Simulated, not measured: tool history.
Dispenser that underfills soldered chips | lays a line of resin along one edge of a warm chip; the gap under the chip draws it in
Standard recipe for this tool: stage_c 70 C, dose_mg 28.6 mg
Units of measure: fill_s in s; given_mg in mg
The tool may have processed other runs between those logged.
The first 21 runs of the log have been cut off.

run	hour	stage_c	dose_mg	fill_s	given_mg
22	104.1	63	31.7	92.3	30
23	107	67	31	84.4	29.34
# hour 108.6: new syringe of resin
24	110	64	27.4	75.5	25.99
25	113.1	68	32.3	68.7	30.54
26	118.3	63	29.5	97.4	27.75
# hour 121.2: new syringe of resin
27	122	67	34.7	65.1	32.85
28	127.5	70	33	67.3	31.07
29	131	72	27.2	68.4	25.54
# hour 133.7: new syringe of resin
30	134.6	72	32.6	53.1	30.37
31	139.8	73	35.5	59.7	33.26
32	144.4	73	35.5	66.7	32.76
# hour 145.9: new syringe of resin
33	148.9	60	27.1	89.9	25.18
34	153.9	60	27.1	103.1	25.17
# hour 158.4: new syringe of resin
# hour 159.8: dispensing valve cleaned and set on the balance
35	160.1	60	27.1	86.7	27.13
36	164.5	61	27.6	91.2	27.8
37	167.7	61	27.6	99.6	27.44

Predict each of these 3 candidate next runs independently; none follows another, all start after run 37:
# hour 171.7: new syringe of resin
A	171.7	56	27.6	?	?
# hour 171.7: new syringe of resin
B	171.7	71	27.6	?	?
# hour 171.7: new syringe of resin
C	171.7	56	30.6	?	?

run	fill_s	given_mg
A	98.3	27.77
B	54.2	27.64
C	98.2	30.46
Stripped of hidden state, with their random variation kept, the same runs would have yielded:
run	fill_s	given_mg
A	91.1	27.89
B	50.6	27.76
C	91	30.59
